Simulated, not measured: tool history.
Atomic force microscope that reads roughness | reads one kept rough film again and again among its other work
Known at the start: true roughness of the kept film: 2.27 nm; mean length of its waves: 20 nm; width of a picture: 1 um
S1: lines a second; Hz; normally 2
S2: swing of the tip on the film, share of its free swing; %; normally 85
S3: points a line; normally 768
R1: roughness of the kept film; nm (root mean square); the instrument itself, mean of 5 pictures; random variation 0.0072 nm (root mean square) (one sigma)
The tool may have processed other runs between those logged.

run 1 day=0 | S1=2 S2=85 S3=768 | R1=1.02
run 2 day=0.446 | S1=2 S2=85 S3=619 | R1=1
run 3 day=0.658 | S1=2 S2=85 S3=619 | R1=0.989
run 4 day=1.146 | S1=3.13 S2=85 S3=619 | R1=0.885
run 5 day=1.567 | S1=3.13 S2=79 S3=619 | R1=0.943
run 6 day=2.033 | S1=3.13 S2=80 S3=619 | R1=0.913
run 7 day=2.358 | S1=3.13 S2=80 S3=619 | R1=0.911
run 8 day=2.579 | S1=3.13 S2=80 S3=619 | R1=0.898
run 9 day=2.933 | S1=2 S2=60 S3=768 | R1=1.079
-- day=3.021 height scale calibrated on a step standard
run 10 day=3.392 | S1=2 S2=60 S3=768 | R1=1.072
run 11 day=3.692 | S1=2 S2=60 S3=768 | R1=1.073
run 12 day=4.062 | S1=2 S2=84 S3=711 | R1=0.908
-- day=4.362 new tip fitted
run 13 day=4.504 | S1=2.51 S2=84 S3=269 | R1=1.384
run 14 day=4.838 | S1=2.51 S2=84 S3=269 | R1=1.356
-- day=4.921 height scale calibrated on a step standard, once more
run 15 day=5.267 | S1=2.51 S2=84 S3=269 | R1=1.347
run 16 day=5.554 | S1=0.84 S2=73 S3=683 | R1=1.647
run 17 day=5.8 | S1=3.2 S2=89 S3=835 | R1=1.197
run 18 day=6.25 | S1=3.2 S2=84 S3=835 | R1=1.253
run 19 day=6.458 | S1=2.22 S2=85 S3=768 | R1=1.329

Some steps in R1 between neighbouring runs. How much of each would the tool show without its hidden state too (settings, what came in, random variation), and how much is left for the hidden state, with any gauge scatter that isn't in both results?
Unlogged tool condition in this case: radius of the tip, nm; height scale over the true one, %; drift of the gauge itself on roughness_nm, %.
Run 12 -> 13: S1 2 -> 2.51, S3 711 -> 269, new tip fitted. R1 +0.476 nm (root mean square): hidden state +0.583, all else -0.107.
